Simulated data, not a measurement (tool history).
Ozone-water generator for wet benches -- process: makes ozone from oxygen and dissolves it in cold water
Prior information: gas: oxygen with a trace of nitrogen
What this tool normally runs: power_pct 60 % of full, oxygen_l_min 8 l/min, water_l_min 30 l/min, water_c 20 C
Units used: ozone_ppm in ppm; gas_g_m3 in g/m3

run     day  power_pct  oxygen_l_min  water_l_min  water_c  ozone_ppm  gas_g_m3
  1       0         60             8           30       20       15.3     175.7
  2   1.429         60             8           30       20       15.5       173
  3   3.412         60             8           30       13         17     172.8
  4   5.292         60             8           30       13         17     173.7
  5   7.129         60             8           30       13         17     171.7
  6   8.583        100             8           30       20       20.2     226.3
  7  10.154        100             8           30       20       19.9     229.1
  8   11.75        100             8           30       20       20.2     226.4
  9  14.204        100             8           30       24       18.7     228.7
 10  15.308         60          7.47           30       20       15.2     181.4
 11  17.879         44          7.47           30       20         13     151.5
 12    20.5         60             8           30       20       15.5     171.3
 13  22.808         60             8           30       20       15.1     172.8
 14  23.954         60           5.5           30       20         15       211
 15   26.25         60             8           30       20       15.4     172.5
 16  28.629         60             8           37       20       12.5     174.4
 17  30.279         60         11.02           28       20       15.8       145
 18  32.667         49         14.34           30       20       13.2     113.9
     32.879  -- water thermometer calibrated
 19  34.571         42             8           30       27       11.3       143
 20  36.496         62           5.5           22       26       18.7     214.1
 21  37.588         62           5.5           22       26       18.6     213.8
 22  39.229         50           5.5           28       17       15.1     191.5
 23  41.462         50           5.5           28       17       15.1     190.8
 24    43.6         50           5.5           28       17       15.1       191
 25  44.979         50           5.5           28       17       15.1       191
     46.912  -- water thermometer calibrated, once more
 26  46.912         50           5.5           28       17       15.2     190.7
 27  48.821         60          7.64           34       13       14.9     176.2
 28  50.529         70             8           30       13       18.1     187.2

The next listed run, before its measurement:
 29  52.842         70             8           40       18          ?         ?

{"run 29": {"ozone_ppm": 12.6, "gas_g_m3": 185.8}}
On a tool with no hidden condition, and with the same random variation, this run would have come out at ozone_ppm 13 ppm, gas_g_m3 187.6 g/m3.
